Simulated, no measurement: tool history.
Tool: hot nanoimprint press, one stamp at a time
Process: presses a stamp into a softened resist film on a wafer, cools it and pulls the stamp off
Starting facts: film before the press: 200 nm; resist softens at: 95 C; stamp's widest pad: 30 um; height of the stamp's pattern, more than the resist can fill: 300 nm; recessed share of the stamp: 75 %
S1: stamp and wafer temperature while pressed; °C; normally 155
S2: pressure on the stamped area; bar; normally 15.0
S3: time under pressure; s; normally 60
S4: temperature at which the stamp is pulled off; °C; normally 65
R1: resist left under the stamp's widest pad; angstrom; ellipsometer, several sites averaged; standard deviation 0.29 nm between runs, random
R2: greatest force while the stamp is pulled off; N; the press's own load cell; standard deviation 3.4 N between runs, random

run,hour,S1,S2,S3,S4,R1,R2
1,0.0,155,15.0,60,65,1082,166
2,3.9,165,15.0,60,65,576,166
3,11.9,165,15.0,60,65,574,174
4,19.5,165,15.0,60,65,578,171
5,28.5,155,15.0,60,65,1074,170
6,35.7,155,15.0,60,65,1073,169
7,42.8,155,15.0,34,65,1288,172
8,47.9,155,15.0,34,65,1289,178
9,53.6,155,15.0,34,65,1286,178
10,62.8,155,15.0,60,54,1071,228
11,68.7,155,15.0,60,57,1075,210
12,76.2,155,15.0,60,57,1073,216
13,84.8,155,15.0,60,57,1075,224
14,92.0,158,15.0,60,65,893,192
15,100.5,158,15.0,60,65,894,184
16,105.5,158,15.0,60,65,896,192
17,114.7,162,16.7,109,66,507,188
18,120.2,146,16.7,36,65,1725,190
19,125.6,152,16.7,36,65,1403,197
20,134.8,155,15.9,60,65,1045,197
21,140.0,155,15.9,60,65,1044,194
22,148.6,145,14.3,50,64,1731,204
23,153.1,145,14.3,50,64,1727,214
24,158.8,143,20.0,93,70,1576,185
25,167.6,143,13.1,65,70,1778,185
# hour 173.7: plate thermocouple calibrated
26,177.5,143,13.1,65,52,1772,272
27,182.4,163,19.0,81,69,504,191
28,186.5,163,19.0,81,60,512,233
29,195.7,163,19.0,37,64,711,223
30,202.3,155,15.0,60,69,1068,193
31,209.3,155,15.0,60,69,1072,192

Alternative continuations, all from the tool just after run 31; predict every row:
A,213.4,153,15.0,60,66,?,?
B,213.4,146,11.4,60,57,?,?
C,213.4,166,15.0,60,58,?,?

run,R1,R2
A,1195,212
B,1703,260
C,537,253
With no hidden state in the tool, these same runs would have given:
run,R1,R2
A,1225,161
B,1725,197
C,553,191
